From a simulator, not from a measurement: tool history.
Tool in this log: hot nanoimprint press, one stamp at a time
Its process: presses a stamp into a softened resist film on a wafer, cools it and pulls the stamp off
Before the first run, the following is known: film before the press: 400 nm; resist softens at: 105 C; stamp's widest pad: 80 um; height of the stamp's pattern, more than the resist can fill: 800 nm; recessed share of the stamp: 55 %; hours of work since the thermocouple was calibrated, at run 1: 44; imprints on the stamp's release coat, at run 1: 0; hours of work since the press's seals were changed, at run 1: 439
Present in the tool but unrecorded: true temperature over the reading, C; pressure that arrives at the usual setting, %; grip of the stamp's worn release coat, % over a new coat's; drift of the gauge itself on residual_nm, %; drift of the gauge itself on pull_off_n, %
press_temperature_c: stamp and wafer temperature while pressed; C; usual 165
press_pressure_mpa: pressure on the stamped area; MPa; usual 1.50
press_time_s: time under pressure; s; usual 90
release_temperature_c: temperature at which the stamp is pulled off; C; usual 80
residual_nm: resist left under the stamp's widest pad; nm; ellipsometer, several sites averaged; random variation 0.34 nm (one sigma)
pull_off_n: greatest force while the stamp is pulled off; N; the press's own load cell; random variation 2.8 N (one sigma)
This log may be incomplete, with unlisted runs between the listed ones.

run,hour,press_temperature_c,press_pressure_mpa,press_time_s,release_temperature_c,hours of work since the thermocouple was calibrated,imprints on the stamp's release coat,hours of work since the press's seals were changed,residual_nm,pull_off_n
1,0.0,165,1.50,90,80,44,0,439,218.4,186
2,79.5,165,1.50,90,80,96,392,491,217.7,215
# hour 135.8: stamp cleaned and given a new release coat
3,179.2,165,1.50,90,80,157,214,552,217.2,205
4,253.5,165,1.50,90,80,205,579,600,216.1,225
# hour 271.2: stamp cleaned and given a new release coat
5,324.8,168,1.50,90,80,247,264,642,195.7,202
# hour 408.2: stamp cleaned and given a new release coat
6,420.7,168,1.50,90,80,306,61,701,194.5,193
# hour 461.2: plate thermocouple calibrated
7,500.0,165,1.50,90,80,25,436,750,212.2,217
# hour 548.4: stamp cleaned and given a new release coat
8,560.0,165,1.50,90,80,60,57,785,212.0,189
# hour 634.9: plate thermocouple calibrated, once more
9,647.2,165,1.50,90,80,8,471,840,219.3,227
# hour 689.7: stamp cleaned and given a new release coat
10,739.6,165,1.50,90,80,64,246,896,218.8,208
# hour 806.4: press's hydraulic seals changed and the load cell set to zero
# hour 832.4: stamp cleaned and given a new release coat
11,832.4,165,1.50,90,80,115,0,13,215.8,189
12,892.8,165,1.50,90,77,154,297,52,214.6,211
13,959.2,165,1.50,90,77,197,623,95,213.7,239
# hour 972.3: stamp cleaned and given a new release coat
14,1032.2,165,1.50,90,77,241,295,139,213.4,208
# hour 1110.0: stamp cleaned and given a new release coat
15,1120.9,165,1.50,90,77,295,54,192,213.1,202
# hour 1182.0: plate thermocouple calibrated
16,1200.9,165,1.50,90,77,12,433,242,219.1,230
# hour 1247.2: stamp cleaned and given a new release coat
17,1258.5,154,2.21,144,66,46,56,276,235.3,224
18,1299.9,165,1.71,126,80,73,260,303,182.6,206
# hour 1386.3: stamp cleaned and given a new release coat
19,1388.6,154,1.77,126,68,126,12,356,262.8,213
20,1441.3,157,2.35,126,67,160,271,391,213.7,238
21,1487.9,158,1.90,133,75,191,500,421,218.4,232
# hour 1525.9: stamp cleaned and given a new release coat
22,1539.6,165,2.12,90,80,220,67,450,187.8,189
23,1591.6,176,1.43,90,80,254,323,484,153.5,212
24,1642.2,163,1.18,146,80,287,572,517,211.9,225
# hour 1661.2: stamp cleaned and given a new release coat
25,1710.3,163,1.18,146,80,327,242,557,211.9,207
# hour 1718.8: plate thermocouple calibrated
26,1757.0,163,1.18,146,80,25,457,586,217.9,221
# hour 1798.3: stamp cleaned and given a new release coat
27,1842.4,167,1.41,146,80,76,216,637,176.2,208

Each row is a separate what-if for the run after 27, all from the same tool condition, not one after another. Results?
A,1885.2,172,1.41,146,82,104,427,665,?,?
B,1885.2,166,1.63,163,80,104,427,665,?,?
C,1885.2,165,1.50,117,87,104,427,665,?,?

run,residual_nm,pull_off_n
A,147.5,214
B,163.9,218
C,199.8,203
Stripped of hidden state, with their random variation kept, the same runs would have yielded:
run,residual_nm,pull_off_n
A,147.8,186
B,164.3,189
C,200.3,177
